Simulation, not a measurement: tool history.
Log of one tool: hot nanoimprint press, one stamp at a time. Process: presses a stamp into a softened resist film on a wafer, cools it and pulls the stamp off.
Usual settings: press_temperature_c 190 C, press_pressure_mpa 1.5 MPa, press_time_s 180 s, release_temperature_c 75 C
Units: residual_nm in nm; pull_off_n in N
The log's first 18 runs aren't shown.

| run | hour | press_temperature_c | press_pressure_mpa | press_time_s | release_temperature_c | hours of work since the thermocouple was calibrated | imprints on the stamp's release coat | hours of work since the press's seals were changed | residual_nm | pull_off_n |
|---|---|---|---|---|---|---|---|---|---|---|
| 19 | 144.8 | 193 | 2.15 | 180 | 61 | 195 | 779 | 140 | 183.1 | 190 |
| 20 | 153.5 | 193 | 2.15 | 180 | 61 | 200 | 809 | 145 | 183.5 | 201 |
|  | 159.6 | gauge calibrated |
| 21 | 161.3 | 190 | 0.92 | 180 | 75 | 203 | 836 | 149 | 315 | 130 |
| 22 | 170.9 | 200 | 1.5 | 180 | 75 | 208 | 870 | 154 | 178.9 | 136 |
| 23 | 181.1 | 200 | 1.5 | 180 | 75 | 213 | 905 | 159 | 179.5 | 130 |
| 24 | 188.1 | 190 | 1.48 | 147 | 75 | 217 | 929 | 162 | 262.3 | 129 |
| 25 | 192.9 | 190 | 1.48 | 290 | 76 | 219 | 946 | 165 | 212.7 | 128 |
| 26 | 201.6 | 190 | 1.48 | 290 | 76 | 224 | 976 | 169 | 213.3 | 128 |
| 27 | 212.6 | 179 | 0.93 | 99 | 67 | 229 | 1014 | 175 | 442.7 | 162 |
| 28 | 223.7 | 190 | 1.38 | 105 | 75 | 235 | 1052 | 180 | 301.4 | 133 |
| 29 | 231.5 | 190 | 1.97 | 92 | 75 | 239 | 1079 | 184 | 260.7 | 130 |
| 30 | 241.6 | 190 | 1.5 | 188 | 75 | 244 | 1114 | 189 | 243.7 | 132 |
| 31 | 249.2 | 190 | 1.5 | 124 | 75 | 248 | 1140 | 193 | 276.9 | 133 |

Forecast each of these 3 alternatives for the next run:
| A | 259.4 | 185 | 1.5 | 328 | 75 | 253 | 1176 | 198 | ? | ? |
| B | 259.4 | 195 | 1.89 | 276 | 75 | 253 | 1176 | 198 | ? | ? |
| C | 259.4 | 187 | 1.18 | 285 | 75 | 253 | 1176 | 198 | ? | ? |

| run | residual_nm | pull_off_n |
|---|---|---|
| A | 243.2 | 135 |
| B | 159.9 | 126 |
| C | 270.4 | 135 |
Without the tool's hidden state the same runs would have given:
| run | residual_nm | pull_off_n |
|---|---|---|
| A | 239.6 | 134 |
| B | 157.5 | 125 |
| C | 266.5 | 134 |
